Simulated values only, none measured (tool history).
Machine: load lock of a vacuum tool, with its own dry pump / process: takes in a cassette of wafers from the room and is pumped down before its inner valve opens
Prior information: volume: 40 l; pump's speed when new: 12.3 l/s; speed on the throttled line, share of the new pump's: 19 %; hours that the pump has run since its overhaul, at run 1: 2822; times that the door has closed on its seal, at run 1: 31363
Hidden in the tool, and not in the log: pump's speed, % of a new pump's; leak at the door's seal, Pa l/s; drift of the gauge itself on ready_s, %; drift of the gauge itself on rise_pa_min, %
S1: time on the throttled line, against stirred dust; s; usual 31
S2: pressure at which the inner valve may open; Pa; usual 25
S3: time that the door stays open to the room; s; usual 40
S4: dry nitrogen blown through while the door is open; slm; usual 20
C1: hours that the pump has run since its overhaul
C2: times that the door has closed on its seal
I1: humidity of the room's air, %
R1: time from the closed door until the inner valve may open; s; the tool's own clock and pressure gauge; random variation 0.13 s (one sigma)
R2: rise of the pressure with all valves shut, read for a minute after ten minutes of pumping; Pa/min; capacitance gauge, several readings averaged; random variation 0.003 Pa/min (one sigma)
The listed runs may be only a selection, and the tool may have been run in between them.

Run 1, hour 0.0: usual settings; C1 2822; C2 31363; I1 47.2. Result: R1 52.5 s, R2 0.173 Pa/min.
Run 2, hour 136.0: usual settings but S2 29 Pa; C1 2958; C2 32010; I1 41.6. Result: R1 52.1 s, R2 0.174 Pa/min.
Run 3, hour 277.6: usual settings but S2 29 Pa; C1 3100; C2 32684; I1 46.0. Result: R1 52.0 s, R2 0.189 Pa/min.
Run 4, hour 345.2: usual settings but S2 26 Pa; C1 3168; C2 33006; I1 47.0. Result: R1 52.5 s, R2 0.184 Pa/min.
Run 5, hour 453.2: usual settings but S2 26 Pa; C1 3276; C2 33520; I1 42.1. Result: R1 52.0 s, R2 0.185 Pa/min.
Run 6, hour 556.8: usual settings but S3 69 s; C1 3379; C2 34014; I1 44.6. Result: R1 52.9 s, R2 0.200 Pa/min.
Run 7, hour 650.1: usual settings but S1 20 s; C1 3472; C2 34458; I1 45.7. Result: R1 43.9 s, R2 0.199 Pa/min.
Run 8, hour 763.2: usual settings but S1 20 s; C1 3586; C2 34996; I1 43.5. Result: R1 43.7 s, R2 0.202 Pa/min.
Run 9, hour 909.1: usual settings; C1 3731; C2 35691; I1 44.6. Result: R1 52.5 s, R2 0.203 Pa/min.
Run 10, hour 1021.7: usual settings but S2 49 Pa; C1 3844; C2 36227; I1 43.3. Result: R1 50.2 s, R2 0.207 Pa/min.
Run 11, hour 1137.5: usual settings but S2 38 Pa; C1 3960; C2 36778; I1 43.5. Result: R1 51.1 s, R2 0.211 Pa/min.
Run 12, hour 1252.9: usual settings; C1 4075; C2 37328; I1 44.4. Result: R1 52.5 s, R2 0.217 Pa/min.
Run 13, hour 1319.8: usual settings; C1 4142; C2 37647; I1 47.8. Result: R1 52.5 s, R2 0.216 Pa/min.
Run 14, hour 1406.4: usual settings; C1 4229; C2 38059; I1 44.6. Result: R1 52.9 s, R2 0.212 Pa/min.
Run 15, hour 1476.1: usual settings; C1 4298; C2 38391; I1 43.1. Result: R1 52.6 s, R2 0.219 Pa/min.
Run 16, hour 1608.0: usual settings but S1 42 s; C1 4430; C2 39018; I1 45.4. Result: R1 61.5 s, R2 0.229 Pa/min.
Run 17, hour 1725.5: usual settings but S1 42 s; C1 4548; C2 39578; I1 44.3. Result: R1 61.6 s, R2 0.237 Pa/min.
Run 18, hour 1823.7: usual settings but S1 42 s; C1 4646; C2 40046; I1 44.9. Result: R1 61.5 s, R2 0.238 Pa/min.
Run 19, hour 1898.0: usual settings but S1 42 s, S4 37 slm; C1 4720; C2 40399; I1 43.8. Result: R1 61.5 s, R2 0.232 Pa/min.
Run 20, hour 2028.3: usual settings but S1 42 s, S4 37 slm; C1 4851; C2 41020; I1 44.8. Result: R1 61.7 s, R2 0.242 Pa/min.
Run 21, hour 2172.9: usual settings but S2 22 Pa, S3 27 s, S4 10 slm; C1 4995; C2 41708; I1 43.9. Result: R1 53.1 s, R2 0.248 Pa/min.
Run 22, hour 2326.1: usual settings but S2 19 Pa, S4 14 slm; C1 5148; C2 42438; I1 45.5. Result: R1 53.6 s, R2 0.263 Pa/min.
Run 23, hour 2411.7: usual settings but S1 18 s, S3 75 s; C1 5234; C2 42845; I1 51.0. Result: R1 42.2 s, R2 0.272 Pa/min.
Run 24, hour 2477.2: usual settings but S1 18 s, S3 75 s; C1 5300; C2 43157; I1 48.8. Result: R1 42.3 s, R2 0.271 Pa/min.
Run 25, hour 2582.2: usual settings but S1 18 s, S3 75 s; C1 5405; C2 43657; I1 45.0. Result: R1 42.4 s, R2 0.265 Pa/min.
Run 26, hour 2654.5: usual settings but S1 18 s, S3 75 s; C1 5477; C2 44001; I1 45.8. Result: R1 42.5 s, R2 0.280 Pa/min.
Run 27, hour 2812.0: usual settings but S1 18 s, S3 75 s; C1 5634; C2 44751; I1 49.8. Result: R1 42.4 s, R2 0.283 Pa/min.
Run 28, hour 2890.1: usual settings but S1 55 s, S3 75 s, S4 11 slm; C1 5712; C2 45123; I1 43.9. Result: R1 72.3 s, R2 0.289 Pa/min.
Run 29, hour 2985.0: usual settings but S1 55 s, S3 75 s, S4 11 slm; C1 5807; C2 45575; I1 39.2. Result: R1 72.2 s, R2 0.302 Pa/min.
Run 30, hour 3124.5: usual settings but S1 55 s, S3 75 s, S4 11 slm; C1 5947; C2 46239; I1 45.2. Result: R1 72.2 s, R2 0.305 Pa/min.
Run 31, hour 3259.1: usual settings but S1 58 s, S3 75 s, S4 11 slm; C1 6081; C2 46880; I1 44.5. Result: R1 74.5 s, R2 0.315 Pa/min.
Run 32, hour 3383.7: usual settings but S4 11 slm; C1 6206; C2 47473; I1 48.8. Result: R1 52.8 s, R2 0.314 Pa/min.
Run 33, hour 3537.3: usual settings but S1 44 s, S4 4 slm; C1 6360; C2 48204; I1 43.9. Result: R1 63.5 s, R2 0.331 Pa/min.
Run 34, hour 3671.6: usual settings but S1 26 s, S3 146 s, S4 18 slm; C1 6494; C2 48844; I1 40.0. Result: R1 49.2 s, R2 0.327 Pa/min.
Run 35, hour 3741.1: usual settings but S1 26 s, S2 22 Pa, S3 146 s, S4 18 slm; C1 6563; C2 49175; I1 48.0. Result: R1 49.4 s, R2 0.334 Pa/min.
Run 36, hour 3845.6: usual settings but S1 26 s, S2 22 Pa, S3 146 s, S4 18 slm; C1 6668; C2 49672; I1 45.8. Result: R1 49.4 s, R2 0.337 Pa/min.

Measured minus without-hidden-state, run by run (identical run-to-run variation in each term; gauge scatter may differ):
run    R1      R2
  1  +0.4  +0.146
  2  +0.4  +0.152
  3  +0.4  +0.158
  4  +0.4  +0.160
  5  +0.4  +0.161
  6  +0.5  +0.168
  7  +0.4  +0.168
  8  +0.5  +0.171
  9  +0.4  +0.177
 10  +0.4  +0.180
 11  +0.4  +0.184
 12  +0.5  +0.191
 13  +0.5  +0.191
 14  +0.5  +0.193
 15  +0.5  +0.196
 16  +0.5  +0.205
 17  +0.5  +0.208
 18  +0.5  +0.214
 19  +0.5  +0.212
 20  +0.5  +0.221
 21  +0.6  +0.223
 22  +0.6  +0.231
 23  +0.7  +0.235
 24  +0.7  +0.237
 25  +0.7  +0.238
 26  +0.7  +0.246
 27  +0.7  +0.249
 28  +0.5  +0.251
 29  +0.5  +0.262
 30  +0.6  +0.266
 31  +0.5  +0.272
 32  +0.7  +0.276
 33  +0.7  +0.283
 34  +0.8  +0.293
 35  +0.8  +0.291
 36  +0.8  +0.296
